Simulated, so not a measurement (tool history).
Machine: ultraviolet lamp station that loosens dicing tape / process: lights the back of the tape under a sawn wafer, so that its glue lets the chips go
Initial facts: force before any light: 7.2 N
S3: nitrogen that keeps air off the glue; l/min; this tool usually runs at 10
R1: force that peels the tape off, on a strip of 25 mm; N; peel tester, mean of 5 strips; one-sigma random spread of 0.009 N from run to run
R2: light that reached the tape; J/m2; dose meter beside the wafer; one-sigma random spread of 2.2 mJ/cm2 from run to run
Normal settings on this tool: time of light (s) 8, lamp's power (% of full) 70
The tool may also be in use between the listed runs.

Run 1, hour 0.0: usual settings. Result: R1 0.501 N, R2 1570 J/m2.
Run 2, hour 56.3: usual settings. Result: R1 0.516 N, R2 1530 J/m2.
At hour 91.1: window cleaned of glue's vapour.
Run 3, hour 134.3: usual settings but lamp's power (% of full) 65. Result: R1 0.538 N, R2 1520 J/m2.
Run 4, hour 192.3: usual settings. Result: R1 0.480 N, R2 1580 J/m2.
Run 5, hour 252.1: usual settings but lamp's power (% of full) 76. Result: R1 0.428 N, R2 1660 J/m2.
Run 6, hour 310.8: usual settings but lamp's power (% of full) 80. Result: R1 0.425 N, R2 1680 J/m2.
Run 7, hour 386.4: usual settings but lamp's power (% of full) 80. Result: R1 0.458 N, R2 1640 J/m2.
At hour 417.9: window cleaned of glue's vapour.
Run 8, hour 465.9: usual settings but lamp's power (% of full) 80. Result: R1 0.398 N, R2 1760 J/m2.
Run 9, hour 530.3: usual settings but lamp's power (% of full) 80. Result: R1 0.430 N, R2 1710 J/m2.
Run 10, hour 618.4: usual settings but lamp's power (% of full) 80. Result: R1 0.434 N, R2 1650 J/m2.
Run 11, hour 664.7: usual settings. Result: R1 0.596 N, R2 1390 J/m2.
Run 12, hour 733.9: usual settings but time of light (s) 9. Result: R1 0.538 N, R2 1510 J/m2.
At hour 742.3: window cleaned of glue's vapour.
Run 13, hour 791.7: usual settings. Result: R1 0.553 N, R2 1430 J/m2.
Run 14, hour 882.3: usual settings but time of light (s) 16, lamp's power (% of full) 74. Result: R1 0.223 N, R2 2990 J/m2.
Run 15, hour 934.6: usual settings but time of light (s) 16, lamp's power (% of full) 74. Result: R1 0.252 N, R2 2890 J/m2.
Run 16, hour 1001.0: usual settings but time of light (s) 16, lamp's power (% of full) 75. Result: R1 0.246 N, R2 2830 J/m2.
Run 17, hour 1054.2: usual settings but lamp's power (% of full) 63, S3 19 l/min. Result: R1 0.576 N, R2 1140 J/m2.
At hour 1067.4: window cleaned of glue's vapour.
At hour 1104.5: lamp changed.
Run 18, hour 1104.5: usual settings but time of light (s) 7, lamp's power (% of full) 72. Result: R1 0.454 N, R2 1600 J/m2.
Run 19, hour 1195.8: usual settings but time of light (s) 7, lamp's power (% of full) 72. Result: R1 0.478 N, R2 1560 J/m2.
Run 20, hour 1267.6: usual settings but time of light (s) 13, lamp's power (% of full) 72, S3 12 l/min. Result: R1 0.246 N, R2 2760 J/m2.
Run 21, hour 1358.9: usual settings but time of light (s) 7, lamp's power (% of full) 66, S3 3 l/min. Result: R1 1.521 N, R2 1320 J/m2.
At hour 1394.0: window cleaned of glue's vapour.
Run 22, hour 1440.4: usual settings but time of light (s) 7, lamp's power (% of full) 66, S3 3 l/min. Result: R1 1.318 N, R2 1450 J/m2.

Estimate the outcome of run 23 from the log above:
Run 23, hour 1518.4: usual settings but time of light (s) 7, lamp's power (% of full) 66, S3 3 l/min. Result: R1 ?, R2 ?.

{"run 23": {"R1": 1.393, "R2": 1370}}
On a tool with no hidden condition, and with the same random variation, this run would have come out at R1 1.198 N, R2 1520 J/m2.
